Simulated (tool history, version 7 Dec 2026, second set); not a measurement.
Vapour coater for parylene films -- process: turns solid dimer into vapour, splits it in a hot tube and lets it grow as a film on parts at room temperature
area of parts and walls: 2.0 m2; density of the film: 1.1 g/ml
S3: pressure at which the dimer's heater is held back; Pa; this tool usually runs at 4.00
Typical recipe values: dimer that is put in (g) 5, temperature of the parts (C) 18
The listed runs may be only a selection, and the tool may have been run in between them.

run 1 hour=0.0 | dimer_that_is_put_in_(g)=5 temperature_of_the_parts_(C)=18 S3=4.00 | thickness_of_the_film_(µm)=1.691
run 2 hour=18.1 | dimer_that_is_put_in_(g)=5 temperature_of_the_parts_(C)=18 S3=4.00 | thickness_of_the_film_(µm)=1.658
run 3 hour=39.8 | dimer_that_is_put_in_(g)=5 temperature_of_the_parts_(C)=18 S3=6.78 | thickness_of_the_film_(µm)=1.578
run 4 hour=55.8 | dimer_that_is_put_in_(g)=5 temperature_of_the_parts_(C)=16 S3=4.00 | thickness_of_the_film_(µm)=1.768
run 5 hour=69.8 | dimer_that_is_put_in_(g)=5 temperature_of_the_parts_(C)=18 S3=4.00 | thickness_of_the_film_(µm)=1.662
run 6 hour=89.9 | dimer_that_is_put_in_(g)=5 temperature_of_the_parts_(C)=18 S3=4.00 | thickness_of_the_film_(µm)=1.663
run 7 hour=107.1 | dimer_that_is_put_in_(g)=5 temperature_of_the_parts_(C)=18 S3=4.00 | thickness_of_the_film_(µm)=1.681
run 8 hour=125.1 | dimer_that_is_put_in_(g)=5 temperature_of_the_parts_(C)=18 S3=4.65 | thickness_of_the_film_(µm)=1.656
run 9 hour=135.2 | dimer_that_is_put_in_(g)=5 temperature_of_the_parts_(C)=18 S3=4.65 | thickness_of_the_film_(µm)=1.660
run 10 hour=145.5 | dimer_that_is_put_in_(g)=5 temperature_of_the_parts_(C)=18 S3=4.65 | thickness_of_the_film_(µm)=1.640
run 11 hour=158.0 | dimer_that_is_put_in_(g)=5 temperature_of_the_parts_(C)=18 S3=4.00 | thickness_of_the_film_(µm)=1.676
run 12 hour=172.3 | dimer_that_is_put_in_(g)=5 temperature_of_the_parts_(C)=18 S3=4.00 | thickness_of_the_film_(µm)=1.680
run 13 hour=193.1 | dimer_that_is_put_in_(g)=5 temperature_of_the_parts_(C)=15 S3=4.00 | thickness_of_the_film_(µm)=1.840
run 14 hour=204.5 | dimer_that_is_put_in_(g)=5 temperature_of_the_parts_(C)=21 S3=4.00 | thickness_of_the_film_(µm)=1.553
run 15 hour=219.7 | dimer_that_is_put_in_(g)=5 temperature_of_the_parts_(C)=21 S3=4.00 | thickness_of_the_film_(µm)=1.553
run 16 hour=243.8 | dimer_that_is_put_in_(g)=5 temperature_of_the_parts_(C)=21 S3=4.00 | thickness_of_the_film_(µm)=1.535
run 17 hour=266.0 | dimer_that_is_put_in_(g)=5 temperature_of_the_parts_(C)=21 S3=4.00 | thickness_of_the_film_(µm)=1.537
run 18 hour=281.8 | dimer_that_is_put_in_(g)=5 temperature_of_the_parts_(C)=18 S3=4.00 | thickness_of_the_film_(µm)=1.692
run 19 hour=306.0 | dimer_that_is_put_in_(g)=5 temperature_of_the_parts_(C)=17 S3=4.00 | thickness_of_the_film_(µm)=1.719
run 20 hour=318.1 | dimer_that_is_put_in_(g)=3 temperature_of_the_parts_(C)=18 S3=4.00 | thickness_of_the_film_(µm)=1.017
run 21 hour=339.9 | dimer_that_is_put_in_(g)=5 temperature_of_the_parts_(C)=28 S3=4.00 | thickness_of_the_film_(µm)=1.279
run 22 hour=349.8 | dimer_that_is_put_in_(g)=5 temperature_of_the_parts_(C)=28 S3=4.00 | thickness_of_the_film_(µm)=1.279
-- hour=362.2 trap's valve overhauled
run 23 hour=377.1 | dimer_that_is_put_in_(g)=5 temperature_of_the_parts_(C)=28 S3=4.00 | thickness_of_the_film_(µm)=1.264
run 24 hour=397.9 | dimer_that_is_put_in_(g)=4 temperature_of_the_parts_(C)=18 S3=4.00 | thickness_of_the_film_(µm)=1.351
run 25 hour=410.1 | dimer_that_is_put_in_(g)=2 temperature_of_the_parts_(C)=18 S3=7.27 | thickness_of_the_film_(µm)=0.631
run 26 hour=432.3 | dimer_that_is_put_in_(g)=2 temperature_of_the_parts_(C)=18 S3=7.27 | thickness_of_the_film_(µm)=0.655
run 27 hour=447.0 | dimer_that_is_put_in_(g)=8 temperature_of_the_parts_(C)=14 S3=4.00 | thickness_of_the_film_(µm)=3.051
run 28 hour=466.5 | dimer_that_is_put_in_(g)=3 temperature_of_the_parts_(C)=11 S3=3.97 | thickness_of_the_film_(µm)=1.245
run 29 hour=478.5 | dimer_that_is_put_in_(g)=3 temperature_of_the_parts_(C)=11 S3=3.97 | thickness_of_the_film_(µm)=1.242
run 30 hour=495.4 | dimer_that_is_put_in_(g)=3 temperature_of_the_parts_(C)=30 S3=3.97 | thickness_of_the_film_(µm)=0.723
run 31 hour=512.4 | dimer_that_is_put_in_(g)=5 temperature_of_the_parts_(C)=25 S3=6.56 | thickness_of_the_film_(µm)=1.336
run 32 hour=522.5 | dimer_that_is_put_in_(g)=8 temperature_of_the_parts_(C)=21 S3=6.56 | thickness_of_the_film_(µm)=2.405
run 33 hour=546.3 | dimer_that_is_put_in_(g)=8 temperature_of_the_parts_(C)=21 S3=6.56 | thickness_of_the_film_(µm)=2.380
run 34 hour=557.0 | dimer_that_is_put_in_(g)=5 temperature_of_the_parts_(C)=25 S3=3.11 | thickness_of_the_film_(µm)=1.445
run 35 hour=578.0 | dimer_that_is_put_in_(g)=5 temperature_of_the_parts_(C)=25 S3=3.11 | thickness_of_the_film_(µm)=1.417
run 36 hour=594.3 | dimer_that_is_put_in_(g)=3 temperature_of_the_parts_(C)=18 S3=3.29 | thickness_of_the_film_(µm)=1.040
run 37 hour=606.5 | dimer_that_is_put_in_(g)=3 temperature_of_the_parts_(C)=11 S3=3.29 | thickness_of_the_film_(µm)=1.276
run 38 hour=630.5 | dimer_that_is_put_in_(g)=3 temperature_of_the_parts_(C)=11 S3=3.29 | thickness_of_the_film_(µm)=1.291
run 39 hour=647.5 | dimer_that_is_put_in_(g)=3 temperature_of_the_parts_(C)=11 S3=3.29 | thickness_of_the_film_(µm)=1.281
run 40 hour=668.2 | dimer_that_is_put_in_(g)=3 temperature_of_the_parts_(C)=11 S3=3.29 | thickness_of_the_film_(µm)=1.281
run 41 hour=682.9 | dimer_that_is_put_in_(g)=3 temperature_of_the_parts_(C)=11 S3=3.29 | thickness_of_the_film_(µm)=1.288
-- hour=692.1 gauge calibrated
run 42 hour=698.0 | dimer_that_is_put_in_(g)=3 temperature_of_the_parts_(C)=11 S3=3.29 | thickness_of_the_film_(µm)=1.250
run 43 hour=718.0 | dimer_that_is_put_in_(g)=3 temperature_of_the_parts_(C)=11 S3=6.37 | thickness_of_the_film_(µm)=1.158
run 44 hour=735.9 | dimer_that_is_put_in_(g)=4 temperature_of_the_parts_(C)=18 S3=2.99 | thickness_of_the_film_(µm)=1.360
run 45 hour=756.6 | dimer_that_is_put_in_(g)=4 temperature_of_the_parts_(C)=18 S3=2.99 | thickness_of_the_film_(µm)=1.373

Run by run, hidden condition taken away, random variation retained:
The hidden state here: vapour lost through the trap's worn valve, %; true temperature of the parts over the reading, C; drift of the gauge itself on film_um, %.
run=1 thickness_of_the_film_(µm)=1.693
run=2 thickness_of_the_film_(µm)=1.659
run=3 thickness_of_the_film_(µm)=1.577
run=4 thickness_of_the_film_(µm)=1.767
run=5 thickness_of_the_film_(µm)=1.660
run=6 thickness_of_the_film_(µm)=1.659
run=7 thickness_of_the_film_(µm)=1.676
run=8 thickness_of_the_film_(µm)=1.651
run=9 thickness_of_the_film_(µm)=1.653
run=10 thickness_of_the_film_(µm)=1.632
run=11 thickness_of_the_film_(µm)=1.668
run=12 thickness_of_the_film_(µm)=1.671
run=13 thickness_of_the_film_(µm)=1.829
run=14 thickness_of_the_film_(µm)=1.542
run=15 thickness_of_the_film_(µm)=1.541
run=16 thickness_of_the_film_(µm)=1.522
run=17 thickness_of_the_film_(µm)=1.523
run=18 thickness_of_the_film_(µm)=1.676
run=19 thickness_of_the_film_(µm)=1.701
run=20 thickness_of_the_film_(µm)=1.006
run=21 thickness_of_the_film_(µm)=1.264
run=22 thickness_of_the_film_(µm)=1.263
run=23 thickness_of_the_film_(µm)=1.245
run=24 thickness_of_the_film_(µm)=1.330
run=25 thickness_of_the_film_(µm)=0.620
run=26 thickness_of_the_film_(µm)=0.644
run=27 thickness_of_the_film_(µm)=2.998
run=28 thickness_of_the_film_(µm)=1.222
run=29 thickness_of_the_film_(µm)=1.219
run=30 thickness_of_the_film_(µm)=0.709
run=31 thickness_of_the_film_(µm)=1.309
run=32 thickness_of_the_film_(µm)=2.356
run=33 thickness_of_the_film_(µm)=2.329
run=34 thickness_of_the_film_(µm)=1.414
run=35 thickness_of_the_film_(µm)=1.385
run=36 thickness_of_the_film_(µm)=1.015
run=37 thickness_of_the_film_(µm)=1.246
run=38 thickness_of_the_film_(µm)=1.259
run=39 thickness_of_the_film_(µm)=1.249
run=40 thickness_of_the_film_(µm)=1.248
run=41 thickness_of_the_film_(µm)=1.254
run=42 thickness_of_the_film_(µm)=1.252
run=43 thickness_of_the_film_(µm)=1.159
run=44 thickness_of_the_film_(µm)=1.360
run=45 thickness_of_the_film_(µm)=1.371

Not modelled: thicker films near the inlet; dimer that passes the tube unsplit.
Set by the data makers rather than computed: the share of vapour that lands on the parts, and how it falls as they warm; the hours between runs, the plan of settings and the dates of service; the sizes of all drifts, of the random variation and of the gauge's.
